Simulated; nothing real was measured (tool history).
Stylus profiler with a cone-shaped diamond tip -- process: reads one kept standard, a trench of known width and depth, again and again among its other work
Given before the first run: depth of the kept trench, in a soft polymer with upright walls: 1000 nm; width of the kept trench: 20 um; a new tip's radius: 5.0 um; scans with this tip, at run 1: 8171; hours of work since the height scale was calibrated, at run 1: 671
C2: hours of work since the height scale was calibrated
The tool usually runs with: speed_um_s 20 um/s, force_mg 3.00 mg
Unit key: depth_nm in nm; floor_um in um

Run 1, day 0.000: usual settings; scans with this tip 8171; C2 671. Result: depth_nm 1008.94 nm, floor_um 13.04 um.
Run 2, day 1.783: usual settings; scans with this tip 8293; C2 698. Result: depth_nm 1008.58 nm, floor_um 12.93 um.
Run 3, day 4.671: usual settings; scans with this tip 8491; C2 742. Result: depth_nm 1009.08 nm, floor_um 12.99 um.
Run 4, day 7.104: usual settings; scans with this tip 8658; C2 779. Result: depth_nm 1008.61 nm, floor_um 12.99 um.
Run 5, day 9.000: usual settings; scans with this tip 8788; C2 807. Result: depth_nm 1008.17 nm, floor_um 12.90 um.
Run 6, day 11.554: usual settings but speed_um_s 15 um/s; scans with this tip 8962; C2 846. Result: depth_nm 1007.95 nm, floor_um 12.92 um.
Run 7, day 14.233: usual settings; scans with this tip 9146; C2 887. Result: depth_nm 1008.17 nm, floor_um 12.91 um.
Run 8, day 16.225: usual settings; scans with this tip 9282; C2 917. Result: depth_nm 1008.19 nm, floor_um 12.84 um.
Run 9, day 19.021: usual settings; scans with this tip 9474; C2 959. Result: depth_nm 1008.19 nm, floor_um 12.89 um.
Run 10, day 21.871: usual settings; scans with this tip 9669; C2 1002. Result: depth_nm 1007.30 nm, floor_um 12.85 um.
Run 11, day 24.725: usual settings; scans with this tip 9864; C2 1045. Result: depth_nm 1008.35 nm, floor_um 12.76 um.
At day 25.542: height scale calibrated on a step standard.
Run 12, day 28.408: usual settings; scans with this tip 10115; C2 43. Result: depth_nm 1007.29 nm, floor_um 12.81 um.
Run 13, day 31.233: usual settings but force_mg 7.69 mg; scans with this tip 10309; C2 86. Result: depth_nm 1016.16 nm, floor_um 12.77 um.
At day 31.525: height scale calibrated on a step standard, once more.
Run 14, day 32.979: usual settings; scans with this tip 10427; C2 22. Result: depth_nm 1009.97 nm, floor_um 12.73 um.
Run 15, day 34.858: usual settings; scans with this tip 10555; C2 50. Result: depth_nm 1009.94 nm, floor_um 12.67 um.
Run 16, day 37.262: usual settings but speed_um_s 56 um/s; scans with this tip 10720; C2 87. Result: depth_nm 1009.71 nm, floor_um 12.59 um.
Run 17, day 40.438: usual settings but speed_um_s 56 um/s; scans with this tip 10938; C2 135. Result: depth_nm 1009.90 nm, floor_um 12.55 um.
Run 18, day 43.662: usual settings but speed_um_s 56 um/s; scans with this tip 11158; C2 184. Result: depth_nm 1009.08 nm, floor_um 12.55 um.
Run 19, day 46.942: usual settings but speed_um_s 7 um/s, force_mg 7.51 mg; scans with this tip 11383; C2 233. Result: depth_nm 1017.94 nm, floor_um 12.69 um.
Run 20, day 48.554: usual settings but speed_um_s 7 um/s, force_mg 7.51 mg; scans with this tip 11493; C2 258. Result: depth_nm 1017.37 nm, floor_um 12.64 um.
Run 21, day 50.325: usual settings but speed_um_s 7 um/s, force_mg 7.51 mg; scans with this tip 11615; C2 284. Result: depth_nm 1018.28 nm, floor_um 12.62 um.
Run 22, day 53.046: usual settings but speed_um_s 7 um/s, force_mg 7.51 mg; scans with this tip 11801; C2 325. Result: depth_nm 1017.39 nm, floor_um 12.64 um.
Run 23, day 54.892: usual settings but speed_um_s 18 um/s, force_mg 1.52 mg; scans with this tip 11927; C2 353. Result: depth_nm 1005.39 nm, floor_um 12.56 um.
Run 24, day 57.354: usual settings but speed_um_s 8 um/s, force_mg 1.89 mg; scans with this tip 12096; C2 391. Result: depth_nm 1006.85 nm, floor_um 12.55 um.
Run 25, day 60.600: usual settings but speed_um_s 6 um/s, force_mg 8.24 mg; scans with this tip 12318; C2 440. Result: depth_nm 1018.85 nm, floor_um 12.59 um.
Run 26, day 63.512: usual settings but speed_um_s 56 um/s, force_mg 1.34 mg; scans with this tip 12518; C2 484. Result: depth_nm 1004.41 nm, floor_um 12.29 um.
Run 27, day 65.533: usual settings but speed_um_s 56 um/s, force_mg 1.34 mg; scans with this tip 12656; C2 514. Result: depth_nm 1004.36 nm, floor_um 12.24 um.
Run 28, day 68.542: usual settings but speed_um_s 18 um/s, force_mg 6.79 mg; scans with this tip 12862; C2 560. Result: depth_nm 1015.92 nm, floor_um 12.47 um.
Run 29, day 70.512: usual settings but speed_um_s 18 um/s, force_mg 6.79 mg; scans with this tip 12997; C2 590. Result: depth_nm 1015.66 nm, floor_um 12.51 um.
Run 30, day 72.183: usual settings but speed_um_s 18 um/s, force_mg 6.79 mg; scans with this tip 13111; C2 615. Result: depth_nm 1015.68 nm, floor_um 12.46 um.
Run 31, day 74.950: usual settings but speed_um_s 18 um/s, force_mg 6.79 mg; scans with this tip 13301; C2 657. Result: depth_nm 1015.45 nm, floor_um 12.42 um.
Run 32, day 76.971: usual settings but speed_um_s 9 um/s, force_mg 1.39 mg; scans with this tip 13439; C2 687. Result: depth_nm 1003.97 nm, floor_um 12.44 um.
Run 33, day 80.175: usual settings but speed_um_s 31 um/s, force_mg 1.10 mg; scans with this tip 13659; C2 736. Result: depth_nm 1003.35 nm, floor_um 12.26 um.
Run 34, day 82.612: usual settings but speed_um_s 6 um/s, force_mg 2.01 mg; scans with this tip 13826; C2 773. Result: depth_nm 1005.72 nm, floor_um 12.41 um.

How the hidden state differs across the entries between the runs, from the last listed run before each to the first after it:
Runs 11 to 12: height scale calibrated on a step standard (day 25.542)
  radius of the tip, um: 6.87 -> 6.92; height scale over the true one, %: -0.217 -> -0.261
  the result without the hidden state subtracted from the measured one, depth_nm: -2.19 -> -2.64 nm; floor_um: -1.13 -> -1.17 um
Runs 13 to 14: height scale calibrated on a step standard, once more (day 31.525)
  radius of the tip, um: 6.97 -> 6.99; height scale over the true one, %: -0.27 -> -0.024
  the result without the hidden state subtracted from the measured one, depth_nm: -2.75 -> -0.25 nm; floor_um: -1.20 -> -1.20 um

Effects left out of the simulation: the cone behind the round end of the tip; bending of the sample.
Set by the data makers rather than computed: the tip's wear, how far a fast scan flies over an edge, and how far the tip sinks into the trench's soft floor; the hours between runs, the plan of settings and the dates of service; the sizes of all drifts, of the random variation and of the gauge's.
